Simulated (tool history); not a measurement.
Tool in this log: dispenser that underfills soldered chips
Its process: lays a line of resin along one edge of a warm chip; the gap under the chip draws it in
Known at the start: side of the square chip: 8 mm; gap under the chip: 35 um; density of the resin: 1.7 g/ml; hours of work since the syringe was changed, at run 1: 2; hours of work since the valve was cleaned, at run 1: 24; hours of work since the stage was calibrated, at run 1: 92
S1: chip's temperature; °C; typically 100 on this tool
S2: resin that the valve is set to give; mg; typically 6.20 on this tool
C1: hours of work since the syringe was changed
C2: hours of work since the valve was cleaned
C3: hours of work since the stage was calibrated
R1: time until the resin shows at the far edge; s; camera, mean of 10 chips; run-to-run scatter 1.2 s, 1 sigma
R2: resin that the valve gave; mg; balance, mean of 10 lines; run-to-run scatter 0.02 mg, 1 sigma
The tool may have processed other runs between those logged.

run   hour   S1    S2  C1  C2   C3     R1    R2
  1    0.0  100  6.20   2  24   92  124.7  6.14
       7.9  -- new syringe of resin
  2   12.0  100  6.20   3  32  100  132.7  6.11
      18.1  -- new syringe of resin
  3   20.0  100  6.79   1  37  106  123.9  6.68
      28.5  -- new syringe of resin
  4   33.2  100  7.02   3  46  114  137.5  6.92
      38.4  -- new syringe of resin
  5   44.7  100  6.20   4  54  122  146.5  6.11
      48.3  -- new syringe of resin
  6   50.8  100  6.20   2  58  126  127.3  6.07
      58.0  -- new syringe of resin
  7   61.3  100  6.20   2  65  133  130.8  6.06
      68.3  -- new syringe of resin
  8   73.1  100  7.24   3  73  141  135.5  7.07
      78.0  -- new syringe of resin
      79.0  -- dispensing valve cleaned and set on the balance
  9   83.6   92  6.76   3   3  148  173.1  6.75
      89.0  -- new syringe of resin
 10   93.4  107  6.76   3  10  154  113.3  6.76
      98.7  -- new syringe of resin
 11  101.4   97  5.65   2  15  159  142.0  5.64
     108.9  -- new syringe of resin
 12  113.8  112  6.93   3  23  168  100.6  6.86

Pick out some run-to-run changes in R1. Of each, how much would a tool without hidden state show as well, from the settings, what came in and chance, and how much is left for the hidden state and any gauge scatter not in both results compared?
Unlogged tool condition in this case: resin's viscosity, % of fresh resin's; dose that the valve gives, % of what is set; true chip temperature over the reading, C; drift of the gauge itself on fill_s, %; drift of the gauge itself on given_mg, %.
Run 5 -> 6: new syringe of resin. R1 -19.2 s: hidden state -20.3, all else +1.1.
Run 9 -> 10: S1 92 -> 107, new syringe of resin. R1 -59.8 s: hidden state -9.1, all else -50.7.
